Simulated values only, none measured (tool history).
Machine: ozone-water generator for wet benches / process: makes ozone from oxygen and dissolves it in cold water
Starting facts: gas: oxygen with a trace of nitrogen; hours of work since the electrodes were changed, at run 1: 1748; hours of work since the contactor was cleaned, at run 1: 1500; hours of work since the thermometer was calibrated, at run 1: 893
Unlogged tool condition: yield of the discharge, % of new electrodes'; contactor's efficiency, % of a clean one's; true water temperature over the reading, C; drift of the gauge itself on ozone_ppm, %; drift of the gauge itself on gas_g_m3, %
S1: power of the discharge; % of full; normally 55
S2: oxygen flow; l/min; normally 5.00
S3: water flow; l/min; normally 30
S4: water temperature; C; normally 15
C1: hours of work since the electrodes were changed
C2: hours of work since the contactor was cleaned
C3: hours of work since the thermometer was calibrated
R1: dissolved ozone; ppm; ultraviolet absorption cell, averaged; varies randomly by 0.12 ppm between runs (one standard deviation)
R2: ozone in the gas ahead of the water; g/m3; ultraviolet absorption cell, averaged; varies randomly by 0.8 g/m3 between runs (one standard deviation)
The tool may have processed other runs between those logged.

{"run": 1, "hour": 0.0, "S1": 55, "S2": 5.0, "S3": 30, "S4": 15, "C1": 1748, "C2": 1500, "C3": 893, "R1": 11.4, "R2": 120.4}
{"run": 2, "hour": 67.1, "S1": 55, "S2": 5.0, "S3": 30, "S4": 17, "C1": 1805, "C2": 1556, "C3": 950, "R1": 10.9, "R2": 119.5}
{"run": 3, "hour": 131.4, "S1": 55, "S2": 5.0, "S3": 30, "S4": 17, "C1": 1859, "C2": 1611, "C3": 1005, "R1": 11.2, "R2": 119.9}
{"run": 4, "hour": 185.0, "S1": 55, "S2": 5.0, "S3": 30, "S4": 17, "C1": 1905, "C2": 1656, "C3": 1050, "R1": 11.2, "R2": 118.7}
{"run": 5, "hour": 255.2, "S1": 55, "S2": 5.0, "S3": 30, "S4": 17, "C1": 1964, "C2": 1716, "C3": 1109, "R1": 10.9, "R2": 120.1}
{"run": 6, "hour": 326.1, "S1": 55, "S2": 5.0, "S3": 30, "S4": 22, "C1": 2024, "C2": 1776, "C3": 1169, "R1": 10.4, "R2": 119.5}
{"run": 7, "hour": 391.1, "S1": 55, "S2": 5.0, "S3": 30, "S4": 22, "C1": 2079, "C2": 1830, "C3": 1224, "R1": 10.4, "R2": 119.4}
{"run": 8, "hour": 452.8, "S1": 55, "S2": 5.0, "S3": 25, "S4": 22, "C1": 2131, "C2": 1883, "C3": 1276, "R1": 12.2, "R2": 120.5}
{"run": 9, "hour": 523.0, "S1": 55, "S2": 5.0, "S3": 25, "S4": 22, "C1": 2191, "C2": 1942, "C3": 1336, "R1": 12.1, "R2": 120.5}
{"run": 10, "hour": 564.1, "S1": 55, "S2": 5.98, "S3": 26, "S4": 22, "C1": 2225, "C2": 1977, "C3": 1370, "R1": 12.0, "R2": 109.1}
{"run": 11, "hour": 631.7, "S1": 55, "S2": 4.56, "S3": 26, "S4": 7, "C1": 2283, "C2": 2034, "C3": 1428, "R1": 13.5, "R2": 124.2}
{"run": 12, "hour": 680.5, "S1": 43, "S2": 5.23, "S3": 30, "S4": 15, "C1": 2324, "C2": 2075, "C3": 1469, "R1": 9.3, "R2": 93.8}
{"run": 13, "hour": 713.9, "S1": 55, "S2": 5.97, "S3": 31, "S4": 15, "C1": 2352, "C2": 2103, "C3": 1497, "R1": 11.0, "R2": 108.8}
{"run": 14, "hour": 749.3, "S1": 55, "S2": 5.97, "S3": 31, "S4": 15, "C1": 2382, "C2": 2133, "C3": 1527, "R1": 11.1, "R2": 108.3}
{"run": 15, "hour": 807.7, "S1": 55, "S2": 8.41, "S3": 34, "S4": 8, "C1": 2431, "C2": 2183, "C3": 1577, "R1": 11.4, "R2": 90.5}
{"run": 16, "hour": 847.3, "S1": 55, "S2": 8.41, "S3": 34, "S4": 8, "C1": 2465, "C2": 2216, "C3": 1610, "R1": 11.5, "R2": 90.6}
{"run": 17, "hour": 902.9, "S1": 55, "S2": 4.84, "S3": 30, "S4": 15, "C1": 2512, "C2": 2263, "C3": 1657, "R1": 10.9, "R2": 119.0}

Predict each of these 5 candidate next runs independently; none follows another, all start after run 17:
{"run": "A", "hour": 951.7, "S1": 55, "S2": 3.07, "S3": 34, "S4": 15, "C1": 2553, "C2": 2305, "C3": 1698, "R1": "?", "R2": "?"}
{"run": "B", "hour": 951.7, "S1": 48, "S2": 5.0, "S3": 29, "S4": 11, "C1": 2553, "C2": 2305, "C3": 1698, "R1": "?", "R2": "?"}
{"run": "C", "hour": 951.7, "S1": 54, "S2": 5.0, "S3": 30, "S4": 15, "C1": 2553, "C2": 2305, "C3": 1698, "R1": "?", "R2": "?"}
{"run": "D", "hour": 951.7, "S1": 55, "S2": 4.84, "S3": 22, "S4": 15, "C1": 2553, "C2": 2305, "C3": 1698, "R1": "?", "R2": "?"}
{"run": "E", "hour": 951.7, "S1": 55, "S2": 3.92, "S3": 30, "S4": 19, "C1": 2553, "C2": 2305, "C3": 1698, "R1": "?", "R2": "?"}

run=A R1=8.9 R2=152.5
run=B R1=10.6 R2=104.6
run=C R1=10.8 R2=116.8
run=D R1=14.6 R2=120.7
run=E R1=10.1 R2=132.8
With the hidden condition removed and each run's random variation left untouched, the same runs would have given:
run=A R1=9.5 R2=161.4
run=B R1=11.2 R2=109.7
run=C R1=11.6 R2=123.5
run=D R1=15.6 R2=127.7
run=E R1=10.8 R2=140.6
